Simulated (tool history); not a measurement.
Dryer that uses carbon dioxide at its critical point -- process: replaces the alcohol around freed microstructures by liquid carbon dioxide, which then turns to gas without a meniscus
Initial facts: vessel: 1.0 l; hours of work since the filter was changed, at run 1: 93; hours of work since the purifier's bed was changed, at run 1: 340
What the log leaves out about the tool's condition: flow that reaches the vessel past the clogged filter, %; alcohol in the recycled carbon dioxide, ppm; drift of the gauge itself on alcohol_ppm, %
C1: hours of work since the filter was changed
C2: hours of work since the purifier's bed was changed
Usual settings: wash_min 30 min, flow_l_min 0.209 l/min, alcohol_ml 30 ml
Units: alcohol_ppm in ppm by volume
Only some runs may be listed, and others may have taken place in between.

{"run": 1, "day": 0.0, "wash_min": 30, "flow_l_min": 0.209, "alcohol_ml": 30, "C1": 93, "C2": 340, "alcohol_ppm": 202}
{"run": 2, "day": 0.592, "wash_min": 30, "flow_l_min": 0.209, "alcohol_ml": 30, "C1": 102, "C2": 349, "alcohol_ppm": 199}
{"run": 3, "day": 1.288, "wash_min": 30, "flow_l_min": 0.298, "alcohol_ml": 30, "C1": 113, "C2": 360, "alcohol_ppm": 93}
{"run": 4, "day": 1.858, "wash_min": 30, "flow_l_min": 0.209, "alcohol_ml": 39, "C1": 122, "C2": 369, "alcohol_ppm": 251}
{"run": 5, "day": 2.579, "wash_min": 30, "flow_l_min": 0.209, "alcohol_ml": 39, "C1": 133, "C2": 380, "alcohol_ppm": 260}
{"run": 6, "day": 3.167, "wash_min": 30, "flow_l_min": 0.209, "alcohol_ml": 30, "C1": 142, "C2": 389, "alcohol_ppm": 210}
{"run": 7, "day": 3.667, "wash_min": 30, "flow_l_min": 0.209, "alcohol_ml": 30, "C1": 150, "C2": 397, "alcohol_ppm": 231}
{"run": 8, "day": 4.458, "wash_min": 30, "flow_l_min": 0.209, "alcohol_ml": 30, "C1": 162, "C2": 409, "alcohol_ppm": 238}
{"run": 9, "day": 5.229, "wash_min": 30, "flow_l_min": 0.209, "alcohol_ml": 30, "C1": 174, "C2": 421, "alcohol_ppm": 257}
{"run": 10, "day": 5.762, "wash_min": 30, "flow_l_min": 0.209, "alcohol_ml": 30, "C1": 182, "C2": 429, "alcohol_ppm": 247}
{"run": 11, "day": 6.412, "wash_min": 30, "flow_l_min": 0.209, "alcohol_ml": 93, "C1": 192, "C2": 439, "alcohol_ppm": 559}
{"run": 12, "day": 7.083, "wash_min": 30, "flow_l_min": 0.209, "alcohol_ml": 93, "C1": 203, "C2": 450, "alcohol_ppm": 572}
{"run": 13, "day": 7.517, "wash_min": 30, "flow_l_min": 0.209, "alcohol_ml": 93, "C1": 209, "C2": 456, "alcohol_ppm": 584}
{"run": 14, "day": 7.917, "wash_min": 30, "flow_l_min": 0.209, "alcohol_ml": 65, "C1": 215, "C2": 463, "alcohol_ppm": 447}
{"run": 15, "day": 8.488, "wash_min": 30, "flow_l_min": 0.209, "alcohol_ml": 65, "C1": 224, "C2": 471, "alcohol_ppm": 460}
{"run": 16, "day": 9.05, "wash_min": 36, "flow_l_min": 0.209, "alcohol_ml": 30, "C1": 233, "C2": 480, "alcohol_ppm": 171}
{"run": 17, "day": 9.608, "wash_min": 30, "flow_l_min": 0.209, "alcohol_ml": 25, "C1": 242, "C2": 489, "alcohol_ppm": 257}
{"run": 18, "day": 9.996, "wash_min": 30, "flow_l_min": 0.209, "alcohol_ml": 25, "C1": 248, "C2": 495, "alcohol_ppm": 250}
{"run": 19, "day": 10.462, "wash_min": 30, "flow_l_min": 0.215, "alcohol_ml": 30, "C1": 255, "C2": 502, "alcohol_ppm": 266}
{"run": 20, "day": 11.083, "wash_min": 30, "flow_l_min": 0.314, "alcohol_ml": 47, "C1": 264, "C2": 511, "alcohol_ppm": 142}
{"run": 21, "day": 11.55, "wash_min": 19, "flow_l_min": 0.314, "alcohol_ml": 118, "C1": 272, "C2": 519, "alcohol_ppm": 1055}
{"run": 22, "day": 12.054, "wash_min": 19, "flow_l_min": 0.314, "alcohol_ml": 118, "C1": 279, "C2": 526, "alcohol_ppm": 1082}
{"run": 23, "day": 12.483, "wash_min": 29, "flow_l_min": 0.314, "alcohol_ml": 40, "C1": 286, "C2": 533, "alcohol_ppm": 141}
{"run": 24, "day": 13.188, "wash_min": 29, "flow_l_min": 0.155, "alcohol_ml": 40, "C1": 297, "C2": 544, "alcohol_ppm": 1204}
{"run": 25, "day": 13.704, "wash_min": 43, "flow_l_min": 0.209, "alcohol_ml": 57, "C1": 305, "C2": 552, "alcohol_ppm": 174}
{"run": 26, "day": 14.417, "wash_min": 27, "flow_l_min": 0.129, "alcohol_ml": 57, "C1": 316, "C2": 563, "alcohol_ppm": 3633}
{"run": 27, "day": 15.138, "wash_min": 27, "flow_l_min": 0.129, "alcohol_ml": 57, "C1": 327, "C2": 574, "alcohol_ppm": 3723}
{"run": 28, "day": 15.775, "wash_min": 21, "flow_l_min": 0.29, "alcohol_ml": 34, "C1": 337, "C2": 584, "alcohol_ppm": 405}
{"run": 29, "day": 16.229, "wash_min": 30, "flow_l_min": 0.335, "alcohol_ml": 30, "C1": 344, "C2": 591, "alcohol_ppm": 147}
{"run": 30, "day": 16.567, "wash_min": 38, "flow_l_min": 0.273, "alcohol_ml": 93, "C1": 349, "C2": 596, "alcohol_ppm": 154}
{"day": 17.233, "done": "purifier's bed changed"}
{"run": 31, "day": 17.425, "wash_min": 22, "flow_l_min": 0.277, "alcohol_ml": 93, "C1": 361, "C2": 3, "alcohol_ppm": 827}
{"run": 32, "day": 18.096, "wash_min": 22, "flow_l_min": 0.146, "alcohol_ml": 93, "C1": 371, "C2": 13, "alcohol_ppm": 7763}

Alternative continuations, all from the tool just after run 32; predict every row:
{"run": "A", "day": 18.604, "wash_min": 28, "flow_l_min": 0.146, "alcohol_ml": 93, "C1": 379, "C2": 21, "alcohol_ppm": "?"}
{"run": "B", "day": 18.604, "wash_min": 30, "flow_l_min": 0.17, "alcohol_ml": 30, "C1": 379, "C2": 21, "alcohol_ppm": "?"}
{"run": "C", "day": 18.604, "wash_min": 35, "flow_l_min": 0.314, "alcohol_ml": 68, "C1": 379, "C2": 21, "alcohol_ppm": "?"}
{"run": "D", "day": 18.604, "wash_min": 30, "flow_l_min": 0.133, "alcohol_ml": 30, "C1": 379, "C2": 21, "alcohol_ppm": "?"}
{"run": "E", "day": 18.604, "wash_min": 26, "flow_l_min": 0.251, "alcohol_ml": 48, "C1": 379, "C2": 21, "alcohol_ppm": "?"}

run=A alcohol_ppm=3942
run=B alcohol_ppm=586
run=C alcohol_ppm=29
run=D alcohol_ppm=1400
run=E alcohol_ppm=331
With the hidden condition removed and each run's random variation left untouched, the same runs would have given:
run=A alcohol_ppm=2107
run=B alcohol_ppm=269
run=C alcohol_ppm=12
run=D alcohol_ppm=761
run=E alcohol_ppm=121
